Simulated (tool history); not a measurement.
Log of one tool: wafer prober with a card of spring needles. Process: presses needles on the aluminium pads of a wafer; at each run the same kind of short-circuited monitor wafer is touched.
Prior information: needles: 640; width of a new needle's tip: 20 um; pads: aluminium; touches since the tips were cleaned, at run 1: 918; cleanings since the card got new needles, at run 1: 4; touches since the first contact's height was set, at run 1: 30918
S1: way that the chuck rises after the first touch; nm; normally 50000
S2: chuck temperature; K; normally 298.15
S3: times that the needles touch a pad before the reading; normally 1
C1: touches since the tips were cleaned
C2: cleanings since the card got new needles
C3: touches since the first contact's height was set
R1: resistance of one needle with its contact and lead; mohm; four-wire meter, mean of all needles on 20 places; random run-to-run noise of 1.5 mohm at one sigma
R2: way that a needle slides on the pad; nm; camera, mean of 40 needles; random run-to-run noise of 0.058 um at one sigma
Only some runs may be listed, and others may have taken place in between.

run   hour     S1      S2  S3    C1  C2      C3   R1     R2
  1    0.0  50000  298.15   1   918   4   30918  147  13210
      19.5  -- tips cleaned on abrasive film
  2   29.3  50000  298.15   1  3449   5   41244  148  13430
      41.4  -- tips cleaned on abrasive film
  3   49.6  50000  298.15   1  2889   6   48379  145  13320
      62.9  -- tips cleaned on abrasive film
  4   77.5  50000  298.15   1  5178   7   58233  142  13300
      85.1  -- tips cleaned on abrasive film
     107.8  -- tips cleaned on abrasive film
  5  107.8  50000  298.15   1     5   9   68874  147  13300
     130.9  -- tips cleaned on abrasive film
  6  136.1  50000  298.15   1  1848  10   78857  143  13340
     154.0  -- tips cleaned on abrasive film
  7  161.0  50000  298.15   1  2477  11   87625  145  13340
     176.1  -- tips cleaned on abrasive film
  8  183.1  35000  298.15   1  2478  12   95415  156   9290
     198.0  -- tips cleaned on abrasive film
  9  214.6  50000  376.15   1  5872  13  106511  160  13450
     219.5  -- tips cleaned on abrasive film
 10  229.9  50000  376.15   1  3691  14  111912  160  13430
     241.9  -- tips cleaned on abrasive film
 11  261.2  50000  376.15   1  6831  15  122941  162  13520
     264.3  -- tips cleaned on abrasive film
 12  276.7  50000  358.15   1  4380  16  128388  155  13420
     285.6  -- tips cleaned on abrasive film
 13  292.0  50000  358.15   1  2266  17  133775  158  13590
     309.3  -- tips cleaned on abrasive film
 14  312.4  54000  317.15   1  1094  18  140941  147  14390
     330.5  -- tips cleaned on abrasive film
 15  341.7  50000  298.15   1  3953  19  151286  146  13400
     352.6  -- tips cleaned on abrasive film
 16  363.3  50000  307.15   2  3787  20  158881  148  13500
     374.6  -- tips cleaned on abrasive film
 17  389.3  50000  307.15   2  5227  21  168058  146  13400
     396.5  -- tips cleaned on abrasive film
     418.9  -- tips cleaned on abrasive film
 18  420.3  50000  307.15   2   508  23  178945  147  13490
 19  439.3  50000  312.15   3  7218  23  185655  145  13410
     441.6  -- tips cleaned on abrasive film
 20  456.7  50000  312.15   3  5358  24  191793  149  13440
     463.6  -- tips cleaned on abrasive film
 21  479.3  50000  349.15   1  5568  25  199752  156  13460
     484.9  -- tips cleaned on abrasive film
     507.4  -- tips cleaned on abrasive film
 22  509.7  42000  313.15   1   813  27  210445  153  11390
     529.9  -- tips cleaned on abrasive film
 23  537.6  35000  384.15   2  2728  28  220282  174   9470

Alternative continuations, all from the tool just after run 23; predict every row:
     551.4  -- tips cleaned on abrasive film
     551.7  -- height of the first contact set anew
  A  555.8  33000  302.15   2  1465  29  1465   ?   ?
     551.4  -- tips cleaned on abrasive film
     551.7  -- height of the first contact set anew
  B  555.8  45000  298.15   1  1465  29  1465   ?   ?
     551.4  -- tips cleaned on abrasive film
     551.7  -- height of the first contact set anew
  C  555.8  50000  318.15   2  1465  29  1465   ?   ?

run   R1     R2
  A  161   8980
  B  149  12110
  C  148  13530
What these runs would have given with no unlogged condition in the tool:
run   R1     R2
  A  160   8820
  B  149  11890
  C  148  13290
